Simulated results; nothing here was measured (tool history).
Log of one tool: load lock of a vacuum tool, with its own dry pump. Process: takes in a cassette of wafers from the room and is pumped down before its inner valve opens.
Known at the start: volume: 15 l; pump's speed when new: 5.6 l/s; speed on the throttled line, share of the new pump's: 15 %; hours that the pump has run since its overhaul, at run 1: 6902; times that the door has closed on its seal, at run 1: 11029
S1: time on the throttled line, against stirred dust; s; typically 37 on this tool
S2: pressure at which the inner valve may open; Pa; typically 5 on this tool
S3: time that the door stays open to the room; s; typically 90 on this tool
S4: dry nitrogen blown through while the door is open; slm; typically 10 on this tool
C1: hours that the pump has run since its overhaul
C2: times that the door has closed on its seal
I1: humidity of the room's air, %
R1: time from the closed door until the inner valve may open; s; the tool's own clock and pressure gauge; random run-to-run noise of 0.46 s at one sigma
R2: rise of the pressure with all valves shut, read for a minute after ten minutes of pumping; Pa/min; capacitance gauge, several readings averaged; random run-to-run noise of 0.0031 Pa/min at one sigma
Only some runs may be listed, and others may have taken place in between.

run	hour	S1	S2	S3	S4	C1	C2	I1	R1	R2
1	0	37	5	90	10	6902	11029	44	60.5	0.114
2	166.4	37	5	90	10	7069	11645	43.1	61.8	0.116
3	290.5	37	5	90	10	7193	12105	44.5	61.1	0.118
4	401	37	5	90	30	7303	12514	41.6	60.7	0.097
5	493.2	37	6	90	10	7395	12855	43.5	60.1	0.127
6	585.1	37	6	90	10	7487	13195	45.5	59.9	0.126
7	750.6	37	6	90	10	7653	13808	46.2	60.5	0.137
8	870.5	37	6	90	10	7773	14252	48.2	60.1	0.13
9	1004.4	37	5	26	10	7907	14748	44.4	61.8	0.107
10	1189.4	37	6	90	10	8092	15432	51	60.8	0.152
11	1387.5	37	6	90	10	8290	16166	45.2	60.8	0.141
12	1501.5	37	8	90	10	8404	16588	45.4	60.3	0.15
13	1686.3	37	8	90	10	8589	17272	44.9	60.1	0.15
14	1857.5	37	4	90	10	8760	17906	45.3	63.8	0.155
15	1943.8	37	4	90	10	8846	18225	43.9	63	0.157
16	2099	31	6	67	9	9001	18800	44.1	57.2	0.156
17	2301.5	31	6	67	9	9204	19549	49.6	56.6	0.167
18	2394.6	31	6	67	9	9297	19894	42	56.5	0.157
19	2538.1	59	5	90	11	9440	20425	42.9	79.5	0.169
20	2664.6	56	7	109	11	9567	20894	46.7	77.2	0.185
21	2839.9	56	7	109	11	9742	21542	42.8	76.3	0.177
22	3025.6	42	5	98	13	9928	22230	46.5	67	0.187
23	3110.8	31	5	88	13	10013	22545	44.9	57.5	0.173
24	3260.9	19	5	231	9	10163	23101	45.9	47.9	0.23
25	3351.2	19	5	231	24	10253	23435	44.2	48	0.195
26	3454	19	5	231	24	10356	23816	45.6	48.4	0.206
27	3542.8	37	5	90	10	10445	24144	42.1	62.6	0.191
28	3654	37	5	26	10	10556	24556	47.2	64	0.184
29	3739.4	37	7	37	10	10642	24872	47.3	60.4	0.184

Consider 5 possible next runs. They are alternatives, not a sequence: every one starts from the tool as it was left by run 29. What does each give?
A	3828.1	68	5	90	28	10730	25201	43.7	?	?
B	3828.1	37	5	131	5	10730	25201	44.2	?	?
C	3828.1	36	9	90	10	10730	25201	45.3	?	?
D	3828.1	21	5	90	10	10730	25201	44.5	?	?
E	3828.1	71	5	37	15	10730	25201	44.4	?	?

run	R1	R2
A	88.4	0.184
B	63.8	0.235
C	59.1	0.218
D	49.4	0.207
E	90.9	0.181
Without the tool's unlogged condition, the same runs would have read:
run	R1	R2
A	84.8	0.053
B	59.1	0.105
C	54.9	0.086
D	44.3	0.079
E	87.3	0.052
